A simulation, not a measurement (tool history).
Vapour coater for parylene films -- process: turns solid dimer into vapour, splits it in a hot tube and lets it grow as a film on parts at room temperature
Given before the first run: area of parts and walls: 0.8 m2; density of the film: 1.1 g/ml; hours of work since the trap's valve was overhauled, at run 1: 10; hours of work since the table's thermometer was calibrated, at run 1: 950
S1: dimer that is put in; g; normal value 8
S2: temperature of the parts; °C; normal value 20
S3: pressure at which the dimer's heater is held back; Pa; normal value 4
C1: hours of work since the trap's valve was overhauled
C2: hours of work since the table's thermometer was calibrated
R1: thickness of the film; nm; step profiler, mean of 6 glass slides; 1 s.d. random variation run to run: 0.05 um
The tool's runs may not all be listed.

run	hour	S1	S2	S3	C1	C2	R1
1	0	8	20	4	10	950	5890
2	36.2	8	20	4	39	980	5850
3	99.2	8	20	4	90	1031	5810
4	159.6	11	20	4	139	1080	7910
5	210.3	8	20	4	181	1121	5650
6	268.7	9	20	4	228	1169	6300
7	307.3	9	20	4	260	1200	6240
8	378.3	12	20	4	317	1258	8340
9	419.4	12	20	4	351	1291	8040
# hour 455.1: trap's valve overhauled
10	476.2	12	20	4	17	1334	9060
11	555.3	8	20	4	81	1399	5790
12	627	6	17	2.51	140	1457	5410
13	683.3	6	17	2.51	186	1503	5290
14	763.9	4	27	4.84	251	1568	1930
# hour 814: table's thermometer calibrated
15	841.8	4	27	4.84	314	23	1770
# hour 922.7: trap's valve overhauled
16	922.7	4	25	6.6	0	85	2060
17	961.9	4	21	11.13	32	117	2260
18	1045.8	4	21	2.19	100	185	2860
19	1093.3	3	21	6.25	139	224	1860
20	1145.3	3	21	6.25	181	266	1820
21	1223.5	3	21	6.46	245	330	1800
22	1306	9	20	7.91	312	397	5190

Forecast each of these 4 alternatives for the next run:
A	1368.4	3	30	11.44	363	448	?
B	1368.4	6	30	2.21	363	448	?
C	1368.4	6	23	7.91	363	448	?
D	1368.4	9	13	7.91	363	448	?

run	R1
A	1030
B	2650
C	3060
D	7270
Take away the tool's hidden state, keep each run's random variation, and the runs would have read:
run	R1
A	1130
B	2920
C	3370
D	8010
